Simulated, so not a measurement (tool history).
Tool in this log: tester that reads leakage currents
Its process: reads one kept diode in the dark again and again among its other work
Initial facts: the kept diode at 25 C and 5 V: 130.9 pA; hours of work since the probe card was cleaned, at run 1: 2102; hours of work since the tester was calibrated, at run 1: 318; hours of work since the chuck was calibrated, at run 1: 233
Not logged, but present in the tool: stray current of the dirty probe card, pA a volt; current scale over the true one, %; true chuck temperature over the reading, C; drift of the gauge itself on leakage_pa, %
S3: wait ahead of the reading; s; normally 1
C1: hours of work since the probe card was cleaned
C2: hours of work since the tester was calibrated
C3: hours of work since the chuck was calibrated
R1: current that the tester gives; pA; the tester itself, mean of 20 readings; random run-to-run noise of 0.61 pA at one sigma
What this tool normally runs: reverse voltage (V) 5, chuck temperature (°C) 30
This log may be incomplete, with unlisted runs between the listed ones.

{"run": 1, "day": 0.0, "reverse voltage (V)": 5, "chuck temperature (°C)": 30, "S3": 1, "C1": 2102, "C2": 318, "C3": 233, "R1": 203.57}
{"run": 2, "day": 1.521, "reverse voltage (V)": 5, "chuck temperature (°C)": 30, "S3": 1, "C1": 2121, "C2": 337, "C3": 251, "R1": 203.03}
{"run": 3, "day": 2.358, "reverse voltage (V)": 5, "chuck temperature (°C)": 30, "S3": 0.76, "C1": 2131, "C2": 347, "C3": 261, "R1": 203.51}
{"run": 4, "day": 3.879, "reverse voltage (V)": 5, "chuck temperature (°C)": 30, "S3": 0.76, "C1": 2149, "C2": 365, "C3": 280, "R1": 202.64}
{"run": 5, "day": 4.608, "reverse voltage (V)": 5, "chuck temperature (°C)": 30, "S3": 1, "C1": 2158, "C2": 374, "C3": 289, "R1": 203.64}
{"run": 6, "day": 5.429, "reverse voltage (V)": 5, "chuck temperature (°C)": 30, "S3": 0.79, "C1": 2168, "C2": 384, "C3": 298, "R1": 202.43}
{"run": 7, "day": 6.783, "reverse voltage (V)": 15.53, "chuck temperature (°C)": 30, "S3": 1, "C1": 2184, "C2": 400, "C3": 315, "R1": 376.16}
{"run": 8, "day": 7.875, "reverse voltage (V)": 15.53, "chuck temperature (°C)": 30, "S3": 1, "C1": 2197, "C2": 413, "C3": 328, "R1": 376.38}
{"run": 9, "day": 9.071, "reverse voltage (V)": 15.53, "chuck temperature (°C)": 30, "S3": 1, "C1": 2212, "C2": 428, "C3": 342, "R1": 376.34}
{"run": 10, "day": 10.083, "reverse voltage (V)": 15.53, "chuck temperature (°C)": 52, "S3": 1, "C1": 2224, "C2": 440, "C3": 355, "R1": 2143.97}

Predict the results of run 11:
{"run": 11, "day": 10.971, "reverse voltage (V)": 2.83, "chuck temperature (°C)": 43, "S3": 1, "C1": 2235, "C2": 451, "C3": 365, "R1": "?"}

R1: 432.18 pA
The same run, on a tool lacking any hidden state, would have yielded R1 432.04 pA.

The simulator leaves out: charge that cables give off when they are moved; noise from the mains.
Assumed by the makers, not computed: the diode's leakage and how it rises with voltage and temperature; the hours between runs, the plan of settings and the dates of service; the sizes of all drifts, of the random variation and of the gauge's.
